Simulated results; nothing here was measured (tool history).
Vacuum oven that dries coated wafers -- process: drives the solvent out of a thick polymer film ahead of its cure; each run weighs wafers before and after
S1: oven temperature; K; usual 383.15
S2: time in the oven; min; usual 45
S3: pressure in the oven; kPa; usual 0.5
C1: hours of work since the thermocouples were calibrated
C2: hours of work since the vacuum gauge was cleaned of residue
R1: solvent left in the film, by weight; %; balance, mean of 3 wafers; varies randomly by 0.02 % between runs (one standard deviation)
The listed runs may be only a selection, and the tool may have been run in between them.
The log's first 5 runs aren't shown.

Run 6, hour 211.1: usual settings; C1 819; C2 698. Result: R1 1.37 %.
Run 7, hour 238: usual settings; C1 831; C2 709. Result: R1 1.36 %.
Run 8, hour 285.7: usual settings but S2 33 min; C1 850; C2 728. Result: R1 2.67 %.
Run 9, hour 310.2: usual settings but S2 33 min; C1 860; C2 739. Result: R1 2.69 %.
Run 10, hour 363.1: usual settings but S2 33 min; C1 882; C2 760. Result: R1 2.64 %.
Run 11, hour 396.3: usual settings but S2 33 min; C1 896; C2 774. Result: R1 2.68 %.
Run 12, hour 443.7: usual settings but S2 33 min; C1 916; C2 794. Result: R1 2.67 %.
Run 13, hour 488.6: usual settings but S2 33 min; C1 934; C2 812. Result: R1 2.66 %.
Run 14, hour 510.8: usual settings but S2 33 min; C1 943; C2 821. Result: R1 2.68 %.
Run 15, hour 556.1: usual settings but S2 71 min; C1 962; C2 840. Result: R1 0.47 %.
Run 16, hour 604.5: usual settings but S1 376.15 K; C1 982; C2 860. Result: R1 2.47 %.
At hour 608.9: vacuum gauge cleaned of residue and calibrated.
Run 17, hour 646.1: usual settings but S1 376.15 K; C1 998; C2 15. Result: R1 2.47 %.
Run 18, hour 676: usual settings but S1 376.15 K; C1 1011; C2 28. Result: R1 2.46 %.
Run 19, hour 713.3: usual settings but S1 392.15 K; C1 1026; C2 43. Result: R1 0.65 %.
Run 20, hour 766.5: usual settings but S2 65 min; C1 1048; C2 65. Result: R1 0.63 %.
Run 21, hour 795: usual settings but S1 382.15 K, S2 50 min; C1 1060; C2 77. Result: R1 1.23 %.
At hour 816.7: vacuum gauge cleaned of residue and calibrated, once more.
Run 22, hour 841.1: usual settings but S2 79 min; C1 1078; C2 10. Result: R1 0.33 %.
Run 23, hour 866.4: usual settings but S1 379.15 K, S2 24 min, S3 1.458 kPa; C1 1089; C2 21. Result: R1 5.76 %.
Run 24, hour 912.9: usual settings but S1 373.15 K, S3 1.802 kPa; C1 1108; C2 40. Result: R1 3.55 %.

Run 25 is up next; what results do you expect?
Run 25, hour 955.6: usual settings but S1 373.15 K, S3 1.802 kPa; C1 1126; C2 57. Result: R1 ?.

{"run 25": {"R1": 3.59}}
On a tool with no hidden condition, and with the same random variation, this run would have come out at R1 3.36 %.
